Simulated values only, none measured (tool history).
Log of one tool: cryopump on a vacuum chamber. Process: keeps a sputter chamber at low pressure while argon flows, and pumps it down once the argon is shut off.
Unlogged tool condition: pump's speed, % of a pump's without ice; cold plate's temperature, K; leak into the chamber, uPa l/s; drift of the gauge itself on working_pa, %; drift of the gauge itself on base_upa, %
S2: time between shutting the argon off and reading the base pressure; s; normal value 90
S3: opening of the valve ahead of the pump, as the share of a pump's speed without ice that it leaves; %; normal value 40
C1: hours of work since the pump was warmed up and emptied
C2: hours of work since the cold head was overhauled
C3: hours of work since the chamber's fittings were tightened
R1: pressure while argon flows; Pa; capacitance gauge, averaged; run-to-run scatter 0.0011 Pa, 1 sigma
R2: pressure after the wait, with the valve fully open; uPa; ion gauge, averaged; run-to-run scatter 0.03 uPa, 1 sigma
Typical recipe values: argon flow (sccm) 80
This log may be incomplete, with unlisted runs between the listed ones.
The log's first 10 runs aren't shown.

{"run": 11, "hour": 524.8, "argon flow (sccm)": 80, "S2": 90, "S3": 45, "C1": 368, "C2": 368, "C3": 532, "R1": 0.2437, "R2": 2.03}
{"run": 12, "hour": 568.2, "argon flow (sccm)": 80, "S2": 90, "S3": 35, "C1": 388, "C2": 388, "C3": 552, "R1": 0.3088, "R2": 2.12}
{"run": 13, "hour": 598.8, "argon flow (sccm)": 80, "S2": 90, "S3": 22, "C1": 402, "C2": 402, "C3": 566, "R1": 0.481, "R2": 2.09}
{"run": 14, "hour": 664.7, "argon flow (sccm)": 80, "S2": 90, "S3": 40, "C1": 432, "C2": 432, "C3": 596, "R1": 0.2773, "R2": 2.18}
{"run": 15, "hour": 701.6, "argon flow (sccm)": 80, "S2": 90, "S3": 40, "C1": 449, "C2": 449, "C3": 613, "R1": 0.2763, "R2": 2.22}
{"run": 16, "hour": 732.5, "argon flow (sccm)": 80, "S2": 90, "S3": 40, "C1": 463, "C2": 463, "C3": 627, "R1": 0.2755, "R2": 2.21}
{"run": 17, "hour": 775.9, "argon flow (sccm)": 80, "S2": 192, "S3": 40, "C1": 483, "C2": 483, "C3": 647, "R1": 0.2788, "R2": 1.61}
{"run": 18, "hour": 822.9, "argon flow (sccm)": 80, "S2": 192, "S3": 48, "C1": 505, "C2": 505, "C3": 669, "R1": 0.2374, "R2": 1.61}
{"run": 19, "hour": 873.9, "argon flow (sccm)": 80, "S2": 64, "S3": 48, "C1": 528, "C2": 528, "C3": 692, "R1": 0.2392, "R2": 2.75}
{"run": 20, "hour": 903.6, "argon flow (sccm)": 80, "S2": 64, "S3": 48, "C1": 542, "C2": 542, "C3": 706, "R1": 0.2389, "R2": 2.85}
{"run": 21, "hour": 937.1, "argon flow (sccm)": 80, "S2": 64, "S3": 48, "C1": 557, "C2": 557, "C3": 721, "R1": 0.2396, "R2": 2.85}
{"run": 22, "hour": 970.3, "argon flow (sccm)": 93, "S2": 139, "S3": 18, "C1": 573, "C2": 573, "C3": 736, "R1": 0.6862, "R2": 1.94}
{"run": 23, "hour": 1017.4, "argon flow (sccm)": 119, "S2": 75, "S3": 31, "C1": 594, "C2": 594, "C3": 758, "R1": 0.5341, "R2": 2.67}
{"run": 24, "hour": 1068.9, "argon flow (sccm)": 39, "S2": 49, "S3": 40, "C1": 618, "C2": 618, "C3": 782, "R1": 0.1405, "R2": 3.49}
{"run": 25, "hour": 1108.0, "argon flow (sccm)": 135, "S2": 21, "S3": 60, "C1": 636, "C2": 636, "C3": 800, "R1": 0.3443, "R2": 6.54}
{"run": 26, "hour": 1155.0, "argon flow (sccm)": 103, "S2": 106, "S3": 24, "C1": 657, "C2": 657, "C3": 821, "R1": 0.5908, "R2": 2.36}
{"run": 27, "hour": 1185.2, "argon flow (sccm)": 103, "S2": 106, "S3": 24, "C1": 671, "C2": 671, "C3": 835, "R1": 0.5962, "R2": 2.37}
{"run": 28, "hour": 1249.0, "argon flow (sccm)": 103, "S2": 106, "S3": 24, "C1": 700, "C2": 700, "C3": 864, "R1": 0.5937, "R2": 2.41}
{"run": 29, "hour": 1305.4, "argon flow (sccm)": 103, "S2": 106, "S3": 24, "C1": 726, "C2": 726, "C3": 890, "R1": 0.5974, "R2": 2.47}
{"run": 30, "hour": 1338.7, "argon flow (sccm)": 67, "S2": 106, "S3": 37, "C1": 742, "C2": 742, "C3": 906, "R1": 0.2643, "R2": 2.45}

Run 31, settings as shown, results not yet in. Your forecast:
{"run": 31, "hour": 1400.8, "argon flow (sccm)": 67, "S2": 106, "S3": 37, "C1": 770, "C2": 770, "C3": 934, "R1": "?", "R2": "?"}

R1: 0.2681 Pa
R2: 2.54 uPa
With the hidden condition absent and the run-to-run variation left alone, this run would have shown R1 0.2302 Pa, R2 1.25 uPa.
